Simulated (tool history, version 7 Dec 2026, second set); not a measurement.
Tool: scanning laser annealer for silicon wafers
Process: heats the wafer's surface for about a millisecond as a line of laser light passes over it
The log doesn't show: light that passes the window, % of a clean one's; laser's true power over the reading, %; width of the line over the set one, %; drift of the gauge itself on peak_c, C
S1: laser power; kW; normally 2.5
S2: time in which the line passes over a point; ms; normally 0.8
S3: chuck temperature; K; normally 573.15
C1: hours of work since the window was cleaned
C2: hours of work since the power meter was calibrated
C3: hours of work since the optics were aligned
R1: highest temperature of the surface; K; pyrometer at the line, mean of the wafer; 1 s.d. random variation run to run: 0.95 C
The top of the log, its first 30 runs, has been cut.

Run 31, day 56.879: usual settings but S1 2.521 kW, S2 0.669 ms, S3 557.15 K; C1 354; C2 878; C3 76. Result: R1 1268.95 K.
Run 32, day 59.388: usual settings but S1 2.487 kW, S2 0.669 ms, S3 560.15 K; C1 387; C2 911; C3 109. Result: R1 1259.05 K.
At day 60.038: window over the wafer cleaned.
Run 33, day 61.421: usual settings but S1 2.275 kW, S2 0.751 ms, S3 583.15 K; C1 18; C2 937; C3 134. Result: R1 1261.45 K.
Run 34, day 62.662: usual settings but S1 2.275 kW, S2 0.751 ms, S3 583.15 K; C1 35; C2 953; C3 151. Result: R1 1259.25 K.
Run 35, day 64.438: usual settings but S1 2.275 kW, S2 0.751 ms, S3 583.15 K; C1 58; C2 977; C3 174. Result: R1 1257.35 K.
Run 36, day 66.171: usual settings but S1 2.28 kW, S2 0.968 ms, S3 579.15 K; C1 81; C2 1000; C3 197. Result: R1 1343.75 K.
Run 37, day 67.725: usual settings but S1 2.28 kW, S2 0.968 ms, S3 579.15 K; C1 101; C2 1020; C3 218. Result: R1 1345.95 K.
Run 38, day 69.171: usual settings but S1 2.503 kW, S2 0.933 ms, S3 560.15 K; C1 121; C2 1039; C3 237. Result: R1 1399.75 K.
Run 39, day 71.562: usual settings but S2 0.927 ms, S3 591.15 K; C1 152; C2 1071; C3 268. Result: R1 1423.85 K.
Run 40, day 72.779: usual settings but S2 0.927 ms, S3 591.15 K; C1 168; C2 1087; C3 284. Result: R1 1422.75 K.

Forecast each of these 5 alternatives for the next run:
Run A, day 74.638: usual settings but S1 2.23 kW, S2 0.632 ms, S3 581.15 K; C1 193; C2 1112; C3 309. Result: R1 ?.
Run B, day 74.638: usual settings but S1 2.346 kW, S2 0.927 ms, S3 534.15 K; C1 193; C2 1112; C3 309. Result: R1 ?.
Run C, day 74.638: usual settings but S1 2.171 kW, S2 0.698 ms, S3 534.15 K; C1 193; C2 1112; C3 309. Result: R1 ?.
Run D, day 74.638: usual settings but S1 2.435 kW, S2 0.927 ms, S3 559.15 K; C1 193; C2 1112; C3 309. Result: R1 ?.
Run E, day 74.638: usual settings but S1 2.604 kW, S2 0.619 ms, S3 610.15 K; C1 193; C2 1112; C3 309. Result: R1 ?.

run       R1
  A  1183.45
  B  1306.05
  C  1149.25
  D  1367.05
  E  1325.75
Take away the tool's hidden state, keep each run's random variation, and the runs would have read:
run       R1
  A  1184.25
  B  1307.05
  C  1150.15
  D  1368.15
  E  1326.75
